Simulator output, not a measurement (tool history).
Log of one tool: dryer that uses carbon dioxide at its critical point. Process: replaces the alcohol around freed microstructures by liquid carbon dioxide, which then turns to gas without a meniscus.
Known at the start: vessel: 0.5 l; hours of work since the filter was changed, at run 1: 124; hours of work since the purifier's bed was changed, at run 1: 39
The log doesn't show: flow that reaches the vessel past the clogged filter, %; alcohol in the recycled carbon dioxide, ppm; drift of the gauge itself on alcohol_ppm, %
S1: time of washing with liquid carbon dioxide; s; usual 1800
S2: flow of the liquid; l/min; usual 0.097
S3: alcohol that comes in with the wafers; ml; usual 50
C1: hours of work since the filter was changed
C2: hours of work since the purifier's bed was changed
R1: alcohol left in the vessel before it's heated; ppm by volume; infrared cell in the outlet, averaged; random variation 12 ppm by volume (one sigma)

run,day,S1,S2,S3,C1,C2,R1
1,0,1800,0.097,50,124,39,1141
2,0.408,1800,0.097,85,128,43,1912
3,0.838,1800,0.097,28,132,47,656
4,1.146,1800,0.097,28,135,50,685
5,1.742,1800,0.097,28,141,56,687
6,2.262,1800,0.097,50,146,61,1260
7,2.571,1800,0.097,50,149,64,1254
8,3.046,1800,0.1419,50,153,68,202
9,3.554,1800,0.097,50,158,73,1327
10,4.146,1800,0.0862,50,164,79,2058
11,4.517,1800,0.0862,50,167,83,2102
12,4.775,1800,0.0862,50,170,85,2165
13,5.333,1080,0.0668,32,175,90,10522
14,5.883,1800,0.1102,38,180,96,627
15,6.396,1800,0.1486,21,185,101,109
16,6.662,2400,0.097,26,188,103,234
17,7.083,2760,0.0615,25,192,107,772
18,7.533,2760,0.0615,25,196,111,781

4 ways to go on from here, each from the tool as it stands after run 18. What would each give?
A,7.975,2100,0.0972,83,200,116,?
B,7.975,1380,0.0841,25,200,116,?
C,7.975,2340,0.097,37,200,116,?
D,7.975,1260,0.084,21,200,116,?

run,R1
A,1261
B,3088
C,347
D,3262
Without the tool's hidden state the same runs would have given:
run,R1
A,516
B,1857
C,119
D,2051

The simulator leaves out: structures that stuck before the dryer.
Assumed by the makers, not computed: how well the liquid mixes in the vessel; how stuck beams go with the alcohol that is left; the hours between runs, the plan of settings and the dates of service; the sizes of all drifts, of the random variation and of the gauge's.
